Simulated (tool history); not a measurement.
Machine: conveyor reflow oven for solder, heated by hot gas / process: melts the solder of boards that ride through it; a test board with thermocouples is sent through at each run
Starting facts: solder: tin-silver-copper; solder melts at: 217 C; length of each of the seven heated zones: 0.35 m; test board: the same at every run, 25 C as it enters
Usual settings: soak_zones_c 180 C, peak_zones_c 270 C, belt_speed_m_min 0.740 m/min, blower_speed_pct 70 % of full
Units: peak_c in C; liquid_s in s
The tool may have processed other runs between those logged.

run 1 hour=0.0 | soak_zones_c=180 peak_zones_c=270 belt_speed_m_min=0.740 blower_speed_pct=70 | peak_c=255.8 liquid_s=46.6
run 2 hour=27.3 | soak_zones_c=166 peak_zones_c=270 belt_speed_m_min=0.740 blower_speed_pct=70 | peak_c=252.9 liquid_s=42.0
run 3 hour=72.4 | soak_zones_c=166 peak_zones_c=270 belt_speed_m_min=0.740 blower_speed_pct=70 | peak_c=253.2 liquid_s=41.6
run 4 hour=96.7 | soak_zones_c=166 peak_zones_c=270 belt_speed_m_min=0.740 blower_speed_pct=70 | peak_c=252.8 liquid_s=41.7
run 5 hour=137.2 | soak_zones_c=180 peak_zones_c=270 belt_speed_m_min=0.709 blower_speed_pct=70 | peak_c=257.0 liquid_s=49.4
run 6 hour=160.3 | soak_zones_c=180 peak_zones_c=270 belt_speed_m_min=0.709 blower_speed_pct=70 | peak_c=256.7 liquid_s=49.8
run 7 hour=193.7 | soak_zones_c=180 peak_zones_c=270 belt_speed_m_min=0.709 blower_speed_pct=70 | peak_c=256.6 liquid_s=49.7
-- hour=240.7 flux residue cleaned out of gas plates and filters
run 8 hour=245.0 | soak_zones_c=180 peak_zones_c=270 belt_speed_m_min=0.740 blower_speed_pct=70 | peak_c=256.7 liquid_s=47.4
run 9 hour=267.9 | soak_zones_c=180 peak_zones_c=270 belt_speed_m_min=0.740 blower_speed_pct=70 | peak_c=256.3 liquid_s=47.3
run 10 hour=307.6 | soak_zones_c=180 peak_zones_c=270 belt_speed_m_min=0.740 blower_speed_pct=70 | peak_c=256.0 liquid_s=47.5
run 11 hour=341.5 | soak_zones_c=180 peak_zones_c=270 belt_speed_m_min=0.740 blower_speed_pct=70 | peak_c=256.4 liquid_s=47.1
run 12 hour=365.9 | soak_zones_c=180 peak_zones_c=270 belt_speed_m_min=0.740 blower_speed_pct=70 | peak_c=256.5 liquid_s=47.3
run 13 hour=403.0 | soak_zones_c=180 peak_zones_c=270 belt_speed_m_min=0.740 blower_speed_pct=70 | peak_c=256.2 liquid_s=47.9
run 14 hour=430.5 | soak_zones_c=180 peak_zones_c=270 belt_speed_m_min=0.740 blower_speed_pct=70 | peak_c=256.3 liquid_s=46.8
run 15 hour=458.2 | soak_zones_c=180 peak_zones_c=270 belt_speed_m_min=0.740 blower_speed_pct=70 | peak_c=256.0 liquid_s=47.1
run 16 hour=502.4 | soak_zones_c=180 peak_zones_c=270 belt_speed_m_min=0.740 blower_speed_pct=70 | peak_c=255.5 liquid_s=47.1
-- hour=537.7 flux residue cleaned out of gas plates and filters
run 17 hour=543.2 | soak_zones_c=180 peak_zones_c=268 belt_speed_m_min=0.740 blower_speed_pct=70 | peak_c=255.0 liquid_s=46.9
run 18 hour=576.0 | soak_zones_c=180 peak_zones_c=268 belt_speed_m_min=0.740 blower_speed_pct=70 | peak_c=255.3 liquid_s=47.7
run 19 hour=598.4 | soak_zones_c=180 peak_zones_c=282 belt_speed_m_min=0.661 blower_speed_pct=70 | peak_c=270.9 liquid_s=60.5
run 20 hour=640.8 | soak_zones_c=180 peak_zones_c=282 belt_speed_m_min=0.661 blower_speed_pct=70 | peak_c=271.1 liquid_s=60.2
run 21 hour=679.3 | soak_zones_c=180 peak_zones_c=282 belt_speed_m_min=0.661 blower_speed_pct=70 | peak_c=271.1 liquid_s=59.1
run 22 hour=714.5 | soak_zones_c=180 peak_zones_c=282 belt_speed_m_min=0.661 blower_speed_pct=70 | peak_c=271.3 liquid_s=60.3
-- hour=748.1 belt drive overhauled, speed set with a stopwatch
run 23 hour=752.7 | soak_zones_c=185 peak_zones_c=276 belt_speed_m_min=0.860 blower_speed_pct=67 | peak_c=255.5 liquid_s=39.9
run 24 hour=785.7 | soak_zones_c=180 peak_zones_c=277 belt_speed_m_min=0.756 blower_speed_pct=70 | peak_c=261.4 liquid_s=46.4
run 25 hour=809.3 | soak_zones_c=174 peak_zones_c=277 belt_speed_m_min=0.687 blower_speed_pct=70 | peak_c=263.1 liquid_s=51.3
-- hour=839.6 flux residue cleaned out of gas plates and filters
run 26 hour=863.0 | soak_zones_c=174 peak_zones_c=277 belt_speed_m_min=0.687 blower_speed_pct=70 | peak_c=264.5 liquid_s=51.4
run 27 hour=905.8 | soak_zones_c=181 peak_zones_c=263 belt_speed_m_min=0.740 blower_speed_pct=68 | peak_c=249.9 liquid_s=43.1
run 28 hour=951.0 | soak_zones_c=180 peak_zones_c=284 belt_speed_m_min=0.740 blower_speed_pct=70 | peak_c=268.0 liquid_s=50.9
run 29 hour=999.4 | soak_zones_c=180 peak_zones_c=264 belt_speed_m_min=0.733 blower_speed_pct=72 | peak_c=252.1 liquid_s=44.3
run 30 hour=1049.8 | soak_zones_c=180 peak_zones_c=264 belt_speed_m_min=0.733 blower_speed_pct=72 | peak_c=251.8 liquid_s=44.1

Alternative continuations, all from the tool just after run 30; predict every row:
run A hour=1090.7 | soak_zones_c=191 peak_zones_c=264 belt_speed_m_min=0.609 blower_speed_pct=72 | peak_c=? liquid_s=?
run B hour=1090.7 | soak_zones_c=180 peak_zones_c=270 belt_speed_m_min=0.612 blower_speed_pct=70 | peak_c=? liquid_s=?
run C hour=1090.7 | soak_zones_c=180 peak_zones_c=264 belt_speed_m_min=0.733 blower_speed_pct=82 | peak_c=? liquid_s=?
run D hour=1090.7 | soak_zones_c=194 peak_zones_c=259 belt_speed_m_min=0.733 blower_speed_pct=86 | peak_c=? liquid_s=?
run E hour=1090.7 | soak_zones_c=180 peak_zones_c=264 belt_speed_m_min=0.604 blower_speed_pct=72 | peak_c=? liquid_s=?

run=A peak_c=257.1 liquid_s=62.3
run=B peak_c=261.3 liquid_s=59.7
run=C peak_c=252.5 liquid_s=45.5
run=D peak_c=251.2 liquid_s=49.6
run=E peak_c=255.6 liquid_s=58.8
Without the tool's hidden state the same runs would have given:
run=A peak_c=256.1 liquid_s=61.7
run=B peak_c=260.4 liquid_s=59.1
run=C peak_c=251.9 liquid_s=45.2
run=D peak_c=250.4 liquid_s=49.2
run=E peak_c=254.7 liquid_s=58.2

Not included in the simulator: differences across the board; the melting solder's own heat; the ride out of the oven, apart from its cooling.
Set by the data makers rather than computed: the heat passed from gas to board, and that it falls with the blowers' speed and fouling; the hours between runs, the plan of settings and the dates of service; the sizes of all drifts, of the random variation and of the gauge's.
